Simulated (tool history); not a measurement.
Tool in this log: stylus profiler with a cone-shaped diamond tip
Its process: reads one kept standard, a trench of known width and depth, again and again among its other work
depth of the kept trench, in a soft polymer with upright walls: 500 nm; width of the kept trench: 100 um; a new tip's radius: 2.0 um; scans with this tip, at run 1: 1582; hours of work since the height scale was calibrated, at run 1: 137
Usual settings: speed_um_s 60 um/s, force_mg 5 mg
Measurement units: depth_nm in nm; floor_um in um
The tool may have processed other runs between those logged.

run,hour,speed_um_s,force_mg,scans with this tip,hours of work since the height scale was calibrated,depth_nm,floor_um
1,0,60,5,1582,137,509.86,97.1
2,48.9,60,5,1859,161,509.9,97.06
3,100.8,65,5,2153,187,509.79,97.01
4,128.7,65,5,2311,201,509.99,97.07
5,164.9,65,4.82,2516,218,509.6,96.97
6,215.8,65,4.82,2805,243,509.43,96.97
7,276.3,60,5,3147,273,509.6,96.96
8,310.2,60,5,3340,290,509.71,97.01
9,348.2,60,1.68,3555,309,504.16,96.84
10,397.9,60,1.68,3836,333,504.57,96.81
11,459.5,60,1.68,4185,363,504.25,96.74
12,505.9,60,1.68,4448,386,504.17,96.75
13,556.3,60,1.68,4734,411,504.46,96.74
14,587.7,60,5,4911,426,509.6,96.78
15,620.3,60,5,5096,442,509.47,96.78
16,670.6,60,5,5381,467,509.72,96.79
17,698.5,27,5,5539,481,509.62,96.79
18,747.3,27,5,5815,505,509.31,96.82
# hour 753.4: height scale calibrated on a step standard
19,782,27,5,6009,14,509.12,96.67
20,822.3,27,5,6238,34,509.28,96.76
21,869.2,84,5,6503,57,509.09,96.62
22,896.7,84,5,6659,70,509.14,96.7
23,950.7,57,5,6965,97,509.32,96.65
24,996.6,159,2.75,7225,120,505.64,96.39
25,1043,19,2.41,7488,142,504.99,96.69
26,1096,23,5.98,7788,168,510.23,96.68
27,1129,22,5,7975,185,509,96.65
# hour 1135.3: height scale calibrated on a step standard, once more
28,1156.4,22,5,8127,10,509.69,96.54
29,1201.1,30,3.26,8380,32,506.86,96.6
30,1245.1,79,3.26,8630,54,507.39,96.5
31,1304,204,2.19,8964,83,505.27,96.14
32,1361.2,60,2.32,9287,111,505.51,96.42
33,1413.6,71,5.33,9584,137,510.13,96.46
34,1455.7,71,5.33,9823,158,509.96,96.43
35,1495.1,114,6.06,10046,177,510.97,96.34
36,1532.2,33,3.14,10256,195,506.95,96.48
37,1563.8,33,3.14,10435,211,507.06,96.39
38,1609,207,12.99,10691,233,518.42,96.27
39,1649.3,41,5.39,10919,253,510.17,96.35
40,1691,24,5,11156,273,509.38,96.43
41,1753.5,34,4.19,11510,304,508.42,96.34
42,1790.5,60,2.13,11719,322,504.9,96.29
43,1831.9,60,9.27,11954,342,514.55,96.28
44,1862.8,22,9.09,12129,358,514.39,96.34
45,1924.5,67,5.82,12479,388,510.55,96.22
46,1952.6,46,2.65,12638,402,505.82,96.22

Selected run-to-run steps in depth_nm, each split into two signed amounts: the part the tool would show with no hidden state at all (from settings, incoming material and random variation), and the remainder, which goes to the hidden state together with any gauge scatter not common to the measured and the hidden-state-free results:
The tool's hidden condition here consists of: radius of the tip, um; height scale over the true one, %; drift of the gauge itself on depth_nm, %; drift of the gauge itself on floor_um, %.
Run 18 -> 19: height scale calibrated on a step standard. depth_nm -0.19 nm: hidden state -0.25, all else +0.06.
Run 25 -> 26: speed_um_s 19 -> 23, force_mg 2.41 -> 5.98. depth_nm +5.24 nm: hidden state -0.04, all else +5.28.
Run 27 -> 28: height scale calibrated on a step standard, once more. depth_nm +0.69 nm: hidden state +0.75, all else -0.06.
Run 37 -> 38: speed_um_s 33 -> 207, force_mg 3.14 -> 12.99. depth_nm +11.36 nm: hidden state -0.03, all else +11.39.
Run 38 -> 39: speed_um_s 207 -> 41, force_mg 12.99 -> 5.39. depth_nm -8.25 nm: hidden state -0.02, all else -8.23.
Run 42 -> 43: force_mg 2.13 -> 9.27. depth_nm +9.65 nm: hidden state -0.04, all else +9.69.
